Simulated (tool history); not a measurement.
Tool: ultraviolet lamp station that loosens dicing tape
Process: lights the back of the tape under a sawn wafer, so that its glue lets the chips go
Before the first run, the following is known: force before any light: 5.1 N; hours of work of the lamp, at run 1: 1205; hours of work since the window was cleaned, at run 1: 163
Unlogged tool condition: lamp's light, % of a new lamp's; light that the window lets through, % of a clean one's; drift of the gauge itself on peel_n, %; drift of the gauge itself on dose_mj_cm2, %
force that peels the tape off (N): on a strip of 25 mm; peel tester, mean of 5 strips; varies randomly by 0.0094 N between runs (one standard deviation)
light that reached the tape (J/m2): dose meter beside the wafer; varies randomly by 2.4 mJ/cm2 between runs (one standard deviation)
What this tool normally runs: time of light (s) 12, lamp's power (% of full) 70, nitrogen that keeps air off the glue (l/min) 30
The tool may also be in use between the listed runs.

run    hour  time of light (s)  lamp's power (% of full)  nitrogen that keeps air off the glue (l/min)  hours of work of the lamp  hours of work since the window was cleaned  force that peels the tape off (N)  light that reached the tape (J/m2)
  1     0.0                 12                        70                                            30                       1205                                         163                              0.641                                2000
  2    36.3                 12                        74                                            30                       1232                                         190                              0.577                                2130
  3    72.3                 12                        74                                            30                       1260                                         217                              0.559                                2080
  4    97.8                 12                        74                                            30                       1279                                         237                              0.580                                2130
  5   130.4                 12                        70                                            30                       1304                                         261                              0.655                                1930
  6   155.5                 12                        70                                            48                       1323                                         281                              0.520                                1910
  7   173.7                 12                        89                                            30                       1337                                         294                              0.445                                2490
  8   217.2                 12                        89                                            30                       1370                                         327                              0.448                                2370
  9   258.9                 12                        70                                            30                       1401                                         359                              0.690                                1880
 10   293.2                 12                        70                                            30                       1427                                         385                              0.732                                1890
      319.3  -- window cleaned of glue's vapour
 11   327.4                 12                        62                                            30                       1453                                           6                              0.864                                1600
 12   348.6                 12                        62                                            30                       1469                                          22                              0.911                                1620
 13   371.7                 12                        72                                            30                       1486                                          40                              0.694                                1850
 14   404.2                 12                        72                                            56                       1511                                          64                              0.531                                1900
      414.0  -- lamp changed
 15   446.1                 12                        60                                            30                         24                                          95                              0.576                                2070
 16   464.2                  6                        70                                            30                         38                                         109                              1.276                                1190
 17   501.0                  6                        70                                            30                         66                                         137                              1.314                                1210
 18   541.4                  6                        70                                            30                         97                                         168                              1.346                                1200
 19   562.3                  6                        70                                            30                        112                                         184                              1.370                                1170
      578.8  -- window cleaned of glue's vapour, once more
 20   590.5                  6                        70                                            30                        134                                           9                              1.244                                1290
 21   629.7                 12                        70                                            30                        163                                          39                              0.432                                2520
 22   660.1                 12                        70                                            30                        186                                          62                              0.442                                2520
 23   696.0                 12                        70                                            30                        213                                          89                              0.446                                2510
 24   720.7                 10                        62                                            13                        232                                         108                              1.084                                1830
 25   759.1                 10                        62                                            13                        261                                         137                              1.149                                1810
 26   780.0                 20                        98                                            40                        277                                         153                              0.219                                5730
 27   821.4                  9                        98                                            22                        309                                         184                              0.496                                2560
 28   853.0                 16                        85                                            11                        333                                         208                              0.370                                3870
 29   880.8                  8                        92                                            52                        354                                         229                              0.448                                2070
 30   910.1                  8                       100                                            54                        376                                         251                              0.381                                2240
 31   941.9                 12                       100                                            20                        400                                         275                              0.328                                3330
 32   968.7                 12                       100                                            20                        420                                         296                              0.358                                3300
 33   996.4                 12                       100                                            20                        441                                         317                              0.362                                3320
 34  1022.1                 12                       100                                            20                        461                                         336                              0.338                                3310
 35  1046.7                 23                        93                                            19                        479                                         355                              0.209                                5780
 36  1082.2                  7                        61                                            30                        506                                         382                              1.388                                1160
 37  1105.6                 12                        60                                            39                        524                                         399                              0.585                                1980
     1112.5  -- window cleaned of glue's vapour
 38  1125.6                  8                        96                                            43                        539                                          10                              0.452                                2130
 39  1164.3                 16                        78                                            30                        568                                          39                              0.263                                3480
 40  1195.1                 16                        78                                            30                        592                                          63                              0.279                                3460
 41  1233.4                 16                        78                                            30                        621                                          92                              0.279                                3430
 42  1262.5                 12                        73                                            30                        643                                         114                              0.451                                2400
 43  1283.5                 12                        73                                            30                        659                                         130                              0.459                                2390
 44  1324.3                 12                        73                                            30                        690                                         161                              0.493                                2370

Below are 3 alternative next runs, each starting from the tool's condition after run 44. Predict each:
  A  1367.1                 12                        73                                            17                        722                                         193                                  ?                                   ?
  B  1367.1                 12                        85                                            10                        722                                         193                                  ?                                   ?
  C  1367.1                 18                        82                                            37                        722                                         193                                  ?                                   ?

run  force that peels the tape off (N)  light that reached the tape (J/m2)
  A                              0.652                                2350
  B                              0.717                                2760
  C                              0.244                                3980
With the hidden condition removed and each run's random variation left untouched, the same runs would have given:
run  force that peels the tape off (N)  light that reached the tape (J/m2)
  A                              0.500                                2760
  B                              0.548                                3240
  C                              0.226                                4680
